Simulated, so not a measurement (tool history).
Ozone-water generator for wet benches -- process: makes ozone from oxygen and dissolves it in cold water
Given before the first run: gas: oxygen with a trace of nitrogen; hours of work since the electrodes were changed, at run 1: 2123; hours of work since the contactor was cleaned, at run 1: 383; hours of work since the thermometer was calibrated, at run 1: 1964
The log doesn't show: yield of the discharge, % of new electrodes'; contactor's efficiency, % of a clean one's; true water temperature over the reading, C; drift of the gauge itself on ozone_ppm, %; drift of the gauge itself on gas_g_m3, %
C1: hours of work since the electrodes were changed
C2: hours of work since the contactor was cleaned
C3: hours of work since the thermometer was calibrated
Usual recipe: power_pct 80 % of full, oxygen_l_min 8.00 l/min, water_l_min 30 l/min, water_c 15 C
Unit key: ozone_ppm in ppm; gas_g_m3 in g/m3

Run 1, hour 0.0: usual settings; C1 2123; C2 383; C3 1964. Result: ozone_ppm 18.6 ppm, gas_g_m3 177.9 g/m3.
Run 2, hour 67.3: usual settings; C1 2171; C2 431; C3 2012. Result: ozone_ppm 18.9 ppm, gas_g_m3 179.3 g/m3.
Run 3, hour 168.0: usual settings; C1 2243; C2 503; C3 2084. Result: ozone_ppm 18.6 ppm, gas_g_m3 177.3 g/m3.
Run 4, hour 269.7: usual settings; C1 2316; C2 575; C3 2157. Result: ozone_ppm 18.4 ppm, gas_g_m3 178.3 g/m3.
Run 5, hour 319.6: usual settings but water_c 11 C; C1 2351; C2 611; C3 2192. Result: ozone_ppm 19.9 ppm, gas_g_m3 176.6 g/m3.
Run 6, hour 385.5: usual settings but water_c 11 C; C1 2398; C2 658; C3 2239. Result: ozone_ppm 19.8 ppm, gas_g_m3 175.8 g/m3.
Run 7, hour 461.8: usual settings; C1 2452; C2 712; C3 2293. Result: ozone_ppm 18.5 ppm, gas_g_m3 176.0 g/m3.
Run 8, hour 527.5: usual settings; C1 2499; C2 759; C3 2340. Result: ozone_ppm 18.7 ppm, gas_g_m3 176.0 g/m3.
Run 9, hour 603.6: usual settings; C1 2553; C2 813; C3 2394. Result: ozone_ppm 18.7 ppm, gas_g_m3 172.9 g/m3.
Run 10, hour 648.9: usual settings; C1 2586; C2 845; C3 2427. Result: ozone_ppm 18.3 ppm, gas_g_m3 175.5 g/m3.
Run 11, hour 716.0: usual settings; C1 2634; C2 893; C3 2475. Result: ozone_ppm 18.6 ppm, gas_g_m3 176.2 g/m3.
Run 12, hour 805.6: usual settings; C1 2697; C2 957; C3 2538. Result: ozone_ppm 18.6 ppm, gas_g_m3 173.9 g/m3.
Run 13, hour 861.2: usual settings but water_c 7 C; C1 2737; C2 997; C3 2578. Result: ozone_ppm 20.5 ppm, gas_g_m3 174.8 g/m3.
Run 14, hour 920.4: usual settings but water_c 7 C; C1 2779; C2 1039; C3 2620. Result: ozone_ppm 20.5 ppm, gas_g_m3 176.0 g/m3.
Run 15, hour 975.5: usual settings; C1 2818; C2 1078; C3 2659. Result: ozone_ppm 18.7 ppm, gas_g_m3 174.2 g/m3.
Run 16, hour 1037.1: usual settings; C1 2862; C2 1122; C3 2703. Result: ozone_ppm 18.6 ppm, gas_g_m3 173.9 g/m3.
Run 17, hour 1098.3: usual settings but power_pct 58 % of full; C1 2906; C2 1166; C3 2747. Result: ozone_ppm 14.8 ppm, gas_g_m3 137.3 g/m3.
Run 18, hour 1199.3: usual settings but power_pct 75 % of full, oxygen_l_min 13.69 l/min, water_l_min 25 l/min, water_c 10 C; C1 2978; C2 1238; C3 2819. Result: ozone_ppm 20.7 ppm, gas_g_m3 115.0 g/m3.
Run 19, hour 1269.7: usual settings but power_pct 50 % of full, oxygen_l_min 13.69 l/min, water_l_min 25 l/min, water_c 7 C; C1 3028; C2 1288; C3 2869. Result: ozone_ppm 16.0 ppm, gas_g_m3 85.9 g/m3.
Run 20, hour 1365.8: usual settings but power_pct 73 % of full, oxygen_l_min 11.15 l/min, water_l_min 27 l/min, water_c 12 C; C1 3097; C2 1356; C3 2938. Result: ozone_ppm 18.9 ppm, gas_g_m3 130.7 g/m3.
Run 21, hour 1431.8: usual settings but power_pct 55 % of full, oxygen_l_min 5.64 l/min, water_l_min 35 l/min, water_c 9 C; C1 3144; C2 1403; C3 2985. Result: ozone_ppm 13.2 ppm, gas_g_m3 166.7 g/m3.
Run 22, hour 1496.4: usual settings but power_pct 41 % of full, oxygen_l_min 7.10 l/min, water_l_min 29 l/min, water_c 18 C; C1 3190; C2 1449; C3 3031. Result: ozone_ppm 11.2 ppm, gas_g_m3 115.4 g/m3.
Run 23, hour 1554.0: usual settings but power_pct 92 % of full, water_l_min 24 l/min; C1 3231; C2 1490; C3 3072. Result: ozone_ppm 25.3 ppm, gas_g_m3 189.2 g/m3.
At hour 1625.7: gauge calibrated.
Run 24, hour 1653.0: usual settings but power_pct 70 % of full, oxygen_l_min 6.82 l/min, water_l_min 46 l/min, water_c 19 C; C1 3301; C2 1561; C3 3142. Result: ozone_ppm 10.3 ppm, gas_g_m3 178.9 g/m3.
Run 25, hour 1715.9: usual settings but water_l_min 20 l/min; C1 3346; C2 1606; C3 3187. Result: ozone_ppm 26.5 ppm, gas_g_m3 177.8 g/m3.
Run 26, hour 1780.8: usual settings but water_l_min 20 l/min; C1 3392; C2 1652; C3 3233. Result: ozone_ppm 26.3 ppm, gas_g_m3 177.3 g/m3.
Run 27, hour 1822.0: usual settings but power_pct 46 % of full, oxygen_l_min 9.94 l/min, water_l_min 29 l/min, water_c 22 C; C1 3422; C2 1681; C3 3263. Result: ozone_ppm 11.1 ppm, gas_g_m3 101.6 g/m3.
Run 28, hour 1894.1: usual settings but power_pct 46 % of full, oxygen_l_min 9.94 l/min, water_l_min 29 l/min, water_c 22 C; C1 3473; C2 1733; C3 3314. Result: ozone_ppm 11.1 ppm, gas_g_m3 100.6 g/m3.
Run 29, hour 1963.1: usual settings but power_pct 57 % of full, oxygen_l_min 4.84 l/min, water_l_min 29 l/min, water_c 11 C; C1 3522; C2 1782; C3 3363. Result: ozone_ppm 16.1 ppm, gas_g_m3 192.8 g/m3.
Run 30, hour 2034.9: usual settings but power_pct 57 % of full, oxygen_l_min 6.57 l/min, water_l_min 29 l/min, water_c 8 C; C1 3573; C2 1833; C3 3414. Result: ozone_ppm 16.5 ppm, gas_g_m3 156.6 g/m3.
Run 31, hour 2082.8: usual settings but oxygen_l_min 6.31 l/min, water_l_min 48 l/min; C1 3608; C2 1867; C3 3449. Result: ozone_ppm 11.3 ppm, gas_g_m3 206.0 g/m3.
Run 32, hour 2174.0: usual settings but power_pct 51 % of full, oxygen_l_min 5.71 l/min, water_l_min 31 l/min, water_c 19 C; C1 3673; C2 1932; C3 3514. Result: ozone_ppm 12.7 ppm, gas_g_m3 159.3 g/m3.
Run 33, hour 2241.5: usual settings but power_pct 57 % of full, oxygen_l_min 5.71 l/min, water_l_min 31 l/min, water_c 14 C; C1 3721; C2 1980; C3 3562. Result: ozone_ppm 14.5 ppm, gas_g_m3 173.4 g/m3.

3 options for the next run, each taken on its own from the tool as it stands now. Forecast them:
Run A, hour 2311.0: usual settings but power_pct 52 % of full, oxygen_l_min 8.76 l/min, water_l_min 31 l/min, water_c 9 C; C1 3770; C2 2030; C3 3611. Result: ozone_ppm ?, gas_g_m3 ?.
Run B, hour 2311.0: usual settings but water_c 13 C; C1 3770; C2 2030; C3 3611. Result: ozone_ppm ?, gas_g_m3 ?.
Run C, hour 2311.0: usual settings but power_pct 57 % of full, oxygen_l_min 5.71 l/min, water_l_min 31 l/min, water_c 10 C; C1 3770; C2 2030; C3 3611. Result: ozone_ppm ?, gas_g_m3 ?.

run  ozone_ppm  gas_g_m3
  A       14.1     120.5
  B       19.3     174.6
  C       15.0     170.5
With no hidden state in the tool, these same runs would have given:
run  ozone_ppm  gas_g_m3
  A       14.2     122.2
  B       19.3     177.1
  C       15.0     172.9

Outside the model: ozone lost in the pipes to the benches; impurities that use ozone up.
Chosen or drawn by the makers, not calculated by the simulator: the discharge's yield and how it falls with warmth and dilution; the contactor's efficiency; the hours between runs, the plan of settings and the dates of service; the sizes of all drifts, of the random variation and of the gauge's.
